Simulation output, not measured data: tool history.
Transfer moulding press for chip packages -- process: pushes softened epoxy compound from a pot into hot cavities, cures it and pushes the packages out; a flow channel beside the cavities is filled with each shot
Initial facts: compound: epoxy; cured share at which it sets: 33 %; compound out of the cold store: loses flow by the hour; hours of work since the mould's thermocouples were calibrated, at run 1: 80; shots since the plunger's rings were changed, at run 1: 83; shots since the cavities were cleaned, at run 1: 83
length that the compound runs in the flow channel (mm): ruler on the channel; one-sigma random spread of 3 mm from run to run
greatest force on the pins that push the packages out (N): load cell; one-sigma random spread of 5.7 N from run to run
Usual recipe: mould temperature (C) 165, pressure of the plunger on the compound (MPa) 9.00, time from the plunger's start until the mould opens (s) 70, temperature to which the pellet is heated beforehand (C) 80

run    hour  mould temperature (C)  pressure of the plunger on the compound (MPa)  time from the plunger's start until the mould opens (s)  temperature to which the pellet is heated beforehand (C)  hours of work since the mould's thermocouples were calibrated  shots since the plunger's rings were changed  shots since the cavities were cleaned  incoming compound's hours out of the cold store  length that the compound runs in the flow channel (mm)  greatest force on the pins that push the packages out (N)
  1     0.0                    165                                           9.00                                                       70                                                        80                                                             80                                            83                                     83                                             25.6                                                     779                                                        208
       66.7  -- cavities cleaned with cleaning compound and waxed
  2    69.3                    165                                           9.00                                                       70                                                        80                                                            118                                          1043                                     37                                             19.6                                                     813                                                        202
      138.2  -- cavities cleaned with cleaning compound and waxed
  3   138.2                    165                                           9.00                                                       51                                                        80                                                            156                                          1996                                      0                                             41.3                                                     704                                                        306
  4   175.9                    158                                           9.00                                                       51                                                        80                                                            177                                          2529                                    533                                             15.5                                                     859                                                        585
      205.8  -- plunger's sealing rings changed
      211.0  -- cavities cleaned with cleaning compound and waxed
  5   254.0                    158                                           9.00                                                       51                                                        80                                                            219                                           662                                    608                                              9.8                                                     895                                                        599
      282.1  -- cavities cleaned with cleaning compound and waxed
  6   288.8                    158                                           9.00                                                       51                                                        80                                                            238                                          1133                                     95                                             13.4                                                     876                                                        575
      355.2  -- cavities cleaned with cleaning compound and waxed
  7   358.7                    165                                           9.00                                                       70                                                        80                                                            277                                          2101                                     50                                             22.1                                                     798                                                        193
      419.4  -- plunger's sealing rings changed
      432.9  -- cavities cleaned with cleaning compound and waxed
  8   436.0                    165                                           9.00                                                       70                                                        80                                                            319                                           214                                     44                                             22.1                                                     801                                                        202
  9   491.9                    165                                           9.00                                                       70                                                        80                                                            350                                          1005                                    835                                             42.1                                                     705                                                        197
      507.1  -- cavities cleaned with cleaning compound and waxed
 10   556.6                    165                                           9.00                                                       70                                                        80                                                            386                                          1900                                    701                                             38.7                                                     710                                                        202
      578.3  -- cavities cleaned with cleaning compound and waxed
 11   628.0                    165                                           9.00                                                       70                                                        80                                                            426                                          2888                                    702                                             22.7                                                     795                                                        198
      637.4  -- plunger's sealing rings changed
      654.3  -- cavities cleaned with cleaning compound and waxed
 12   702.3                    165                                           9.00                                                       70                                                        80                                                            465                                           897                                    679                                             31.0                                                     752                                                        200
      723.8  -- cavities cleaned with cleaning compound and waxed
 13   744.0                    165                                           9.00                                                       70                                                        80                                                            488                                          1467                                    287                                             12.9                                                     844                                                        212
      796.5  -- cavities cleaned with cleaning compound and waxed
 14   819.8                    165                                           9.00                                                       70                                                        80                                                            530                                          2517                                    329                                             33.3                                                     741                                                        204
      850.9  -- plunger's sealing rings changed
      869.3  -- cavities cleaned with cleaning compound and waxed
 15   873.4                    165                                           9.00                                                       75                                                        80                                                            558                                           298                                     58                                             32.2                                                     743                                                        189
      882.9  -- mould's thermocouples calibrated
 16   919.3                    165                                           9.00                                                       75                                                        80                                                             21                                           919                                    679                                             28.2                                                     765                                                        192
      943.6  -- cavities cleaned with cleaning compound and waxed
 17   988.5                    160                                           9.00                                                       56                                                        80                                                             59                                          1877                                    635                                             47.3                                                     689                                                        354
     1013.8  -- cavities cleaned with cleaning compound and waxed
 18  1028.9                    162                                           9.00                                                       74                                                        80                                                             81                                          2428                                    215                                             26.4                                                     785                                                        218
     1068.0  -- plunger's sealing rings changed
 19  1083.5                    162                                           9.00                                                       74                                                        80                                                            110                                           219                                    951                                             23.2                                                     803                                                        216
     1090.2  -- cavities cleaned with cleaning compound and waxed
     1163.4  -- cavities cleaned with cleaning compound and waxed
 20  1163.4                    162                                           9.00                                                       74                                                        80                                                            154                                          1307                                      0                                             34.9                                                     742                                                        212
     1236.2  -- cavities cleaned with cleaning compound and waxed
 21  1236.2                    165                                          10.28                                                       70                                                        70                                                            194                                          2317                                      0                                             40.3                                                     753                                                        194
     1285.5  -- plunger's sealing rings changed
     1307.7  -- cavities cleaned with cleaning compound and waxed
 22  1315.2                    162                                           8.21                                                       64                                                        76                                                            237                                           400                                    107                                             39.3                                                     693                                                        241
 23  1356.6                    165                                           8.56                                                       51                                                        77                                                            260                                           985                                    692                                             15.7                                                     810                                                        345
     1377.7  -- cavities cleaned with cleaning compound and waxed
 24  1390.6                    165                                           8.56                                                       51                                                        77                                                            279                                          1445                                    183                                             23.2                                                     773                                                        347
 25  1431.2                    160                                           9.74                                                       54                                                        77                                                            302                                          2019                                    757                                             47.1                                                     720                                                        389
     1449.3  -- cavities cleaned with cleaning compound and waxed
     1502.2  -- plunger's sealing rings changed
 26  1510.9                    160                                           9.74                                                       54                                                        77                                                            345                                           122                                    835                                             46.6                                                     719                                                        376
     1525.0  -- cavities cleaned with cleaning compound and waxed
 27  1548.1                    158                                           9.82                                                       80                                                        80                                                            365                                           628                                    328                                             23.8                                                     848                                                        215

What if the next run were any one of these 3? Each begins from the tool's condition after run 27:
     1598.7  -- cavities cleaned with cleaning compound and waxed
  A  1602.6                    158                                           9.82                                                       80                                                        79                                                            395                                          1378                                     55                                             28.7                                                       ?                                                          ?
     1598.7  -- cavities cleaned with cleaning compound and waxed
  B  1602.6                    168                                           9.00                                                       51                                                        90                                                            395                                          1378                                     55                                             18.5                                                       ?                                                          ?
     1598.7  -- cavities cleaned with cleaning compound and waxed
  C  1602.6                    158                                           9.82                                                       56                                                        85                                                            395                                          1378                                     55                                             15.7                                                       ?                                                          ?

run  length that the compound runs in the flow channel (mm)  greatest force on the pins that push the packages out (N)
  A                                                     827                                                        236
  B                                                     804                                                        262
  C                                                     897                                                        448
With no hidden state in the tool, these same runs would have given:
run  length that the compound runs in the flow channel (mm)  greatest force on the pins that push the packages out (N)
  A                                                     827                                                        236
  B                                                     804                                                        262
  C                                                     898                                                        447

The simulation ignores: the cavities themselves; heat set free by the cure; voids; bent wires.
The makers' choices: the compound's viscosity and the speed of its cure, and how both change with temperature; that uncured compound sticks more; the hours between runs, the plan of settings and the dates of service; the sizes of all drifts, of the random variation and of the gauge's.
